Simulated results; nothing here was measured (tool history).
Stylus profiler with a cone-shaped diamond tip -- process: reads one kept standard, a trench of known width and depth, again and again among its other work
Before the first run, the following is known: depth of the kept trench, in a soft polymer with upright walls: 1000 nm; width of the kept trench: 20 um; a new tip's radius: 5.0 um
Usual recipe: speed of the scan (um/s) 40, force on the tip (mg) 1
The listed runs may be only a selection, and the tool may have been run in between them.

| run | hour | speed of the scan (um/s) | force on the tip (mg) | depth of the trench (Å) | width of the trench's floor (nm) |
|---|---|---|---|---|---|
| 1 | 0 | 40 | 1 | 10105.2 | 13240 |
| 2 | 42.7 | 40 | 1 | 10102.1 | 13210 |
| 3 | 122.7 | 40 | 1 | 10105.1 | 13280 |
| 4 | 164.1 | 40 | 1 | 10104.4 | 13190 |
| 5 | 250.5 | 40 | 1 | 10106 | 13160 |
| 6 | 333.6 | 40 | 1 | 10106.8 | 13170 |
| 7 | 378 | 40 | 1 | 10106.6 | 13130 |
| 8 | 427.9 | 40 | 1 | 10108.2 | 13080 |
| 9 | 483.4 | 97 | 1 | 10109.7 | 12610 |
| 10 | 567.6 | 97 | 1 | 10107.5 | 12570 |
| 11 | 617.5 | 40 | 1 | 10110.4 | 13020 |
| 12 | 676.9 | 40 | 0.93 | 10107.1 | 13080 |
| 13 | 738.4 | 111 | 1 | 10115.5 | 12480 |
| 14 | 793.6 | 40 | 1.11 | 10116.4 | 12970 |
| 15 | 875.7 | 40 | 0.34 | 10074.7 | 12780 |
| 16 | 938.1 | 115 | 1 | 10114.3 | 12370 |
| 17 | 994.1 | 115 | 1 | 10111.2 | 12330 |
| 18 | 1069.6 | 40 | 2.48 | 10185.8 | 13060 |
| 19 | 1119.3 | 40 | 2.48 | 10185.5 | 13110 |
| 20 | 1164.5 | 40 | 2.48 | 10184.6 | 12990 |
| 21 | 1236.5 | 40 | 0.36 | 10070.4 | 12630 |
| 22 | 1279.1 | 40 | 0.36 | 10076.3 | 12650 |
|  | 1288.8 | height scale calibrated on a step standard |
| 23 | 1328.6 | 40 | 1 | 10124.7 | 12840 |
| 24 | 1397.4 | 144 | 1.65 | 10160.2 | 12250 |
| 25 | 1483.4 | 53 | 0.66 | 10108.1 | 12580 |
| 26 | 1526.8 | 53 | 0.66 | 10107.8 | 12600 |
|  | 1581.3 | height scale calibrated on a step standard, once more |
| 27 | 1594.7 | 53 | 0.66 | 10064.2 | 12540 |
| 28 | 1690.8 | 60 | 0.63 | 10063.1 | 12450 |
| 29 | 1736.9 | 124 | 1.94 | 10130.2 | 12330 |
| 30 | 1823.4 | 24 | 2.73 | 10163.7 | 12890 |
| 31 | 1880.4 | 12 | 2.54 | 10160 | 12970 |
| 32 | 1932.3 | 14 | 1 | 10084.1 | 12900 |
| 33 | 2020.6 | 14 | 1 | 10084.3 | 12850 |
| 34 | 2110.5 | 46 | 0.97 | 10089.5 | 12570 |
| 35 | 2196.3 | 25 | 2.44 | 10163.8 | 12800 |
| 36 | 2269.9 | 15 | 0.83 | 10083.8 | 12820 |
| 37 | 2317.2 | 13 | 1.49 | 10113.8 | 12830 |
| 38 | 2361.3 | 99 | 1.76 | 10127.6 | 12320 |
| 39 | 2405.3 | 99 | 1.76 | 10129.2 | 12250 |
| 40 | 2480.2 | 33 | 0.46 | 10062.2 | 12420 |
| 41 | 2560.2 | 157 | 2.38 | 10163.2 | 12030 |
| 42 | 2649.6 | 41 | 1.85 | 10137.9 | 12580 |
| 43 | 2738.4 | 41 | 1.85 | 10141.5 | 12500 |

Forecast run 44:
| 44 | 2803.7 | 127 | 0.51 | ? | ? |

{"run 44": {"depth of the trench (Å)": 10069.3, "width of the trench's floor (nm)": 11260}}
The same run, on a tool lacking any hidden state, would have yielded depth of the trench (Å) 10055.2, width of the trench's floor (nm) 12500.
